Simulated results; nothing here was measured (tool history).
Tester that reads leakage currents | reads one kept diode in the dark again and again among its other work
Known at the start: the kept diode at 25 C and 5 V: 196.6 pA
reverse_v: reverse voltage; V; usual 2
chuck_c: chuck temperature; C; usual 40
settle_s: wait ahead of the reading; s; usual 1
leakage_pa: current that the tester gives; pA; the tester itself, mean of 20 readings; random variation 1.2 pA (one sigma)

run	day	reverse_v	chuck_c	settle_s	leakage_pa
1	0	2	40	1	520.58
# day 3.304: probe card cleaned and baked
2	6.746	2	46	1	862.21
3	19.088	1.89	40	1	496.07
4	24.192	2	24	1	115.72
5	35.592	2	40	1	503.59
# day 44.475: chuck's temperature calibrated
6	45.675	2	40	0.33	523.65
7	53.592	2	40	0.33	519.37
8	62.696	2	40	0.33	516.38
9	75.042	2	48	1	1014.68
10	81.771	2	48	1	1013.52
11	90.638	2	48	1	1004.58
# day 93.471: tester calibrated
# day 101.042: chuck's temperature calibrated
12	102.462	2	48	1	1054.46
13	109.167	2	48	1	1051.97
14	119.9	2	48	1	1042.5
15	126.988	1.6	48	2.12	935.71
# day 130.454: probe card cleaned and baked
16	137.475	1.6	20	1.58	71.63
17	144.996	1.6	20	1.58	71.07
# day 148.579: tester calibrated, once more
18	155.125	1.6	20	1.58	68.73
# day 157.996: chuck's temperature calibrated
19	165.233	4.14	40	3.39	719.92
20	175.65	8	30	3.39	390.38
21	183.829	8	30	3.39	389.76
22	192.254	10.68	32	9.44	529.92
23	201.971	2	47	2.61	926.99
24	210.904	12.44	54	2.52	3681.91
# day 214.196: chuck's temperature calibrated
25	219.879	12.44	54	2.52	3837.57

5 ways to go on from here, each from the tool as it stands after run 25. What would each give?
A	232.121	2.77	29	1.25	?
B	232.121	3.82	24	0.54	?
C	232.121	1.07	46	0.47	?
D	232.121	2.54	54	0.9	?
E	232.121	15.27	54	0.61	?

run	leakage_pa
A	225.74
B	165.08
C	658.66
D	1871.66
E	4159.67
Without the tool's hidden state the same runs would have given:
run	leakage_pa
A	222.42
B	159.32
C	661.26
D	1878.76
E	4157.25
